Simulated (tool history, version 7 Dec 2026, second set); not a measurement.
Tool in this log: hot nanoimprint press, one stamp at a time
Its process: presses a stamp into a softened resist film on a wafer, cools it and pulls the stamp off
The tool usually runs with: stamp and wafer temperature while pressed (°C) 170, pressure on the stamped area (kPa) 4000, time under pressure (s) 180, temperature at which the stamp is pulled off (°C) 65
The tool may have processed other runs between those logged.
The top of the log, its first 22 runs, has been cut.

run,hour,stamp and wafer temperature while pressed (°C),pressure on the stamped area (kPa),time under pressure (s),temperature at which the stamp is pulled off (°C),resist left under the stamp's widest pad (Å),greatest force while the stamp is pulled off (N)
23,164.9,171,6170,172,67,1829,210
24,175.4,171,6170,196,71,1753,206
25,185.6,175,4080,180,65,2049,215
26,195.1,159,4220,347,56,2456,233
# hour 204.7: plate thermocouple calibrated, once more
27,209.0,168,2420,93,55,3295,235
28,214.2,174,4700,180,57,1911,230
29,219.1,174,4700,180,57,1907,231
30,228.1,176,4000,236,62,1823,220
31,235.6,176,4000,236,62,1821,220

Below are 3 alternative next runs, each starting from the tool's condition after run 31. Predict each:
A,243.2,169,3040,180,65,?,?
B,243.2,170,4000,180,52,?,?
C,243.2,175,4000,252,59,?,?

run,resist left under the stamp's widest pad (Å),greatest force while the stamp is pulled off (N)
A,2631,216
B,2276,242
C,1818,229
Without the tool's unlogged condition, the same runs would have read:
run,resist left under the stamp's widest pad (Å),greatest force while the stamp is pulled off (N)
A,2625,210
B,2267,236
C,1809,224
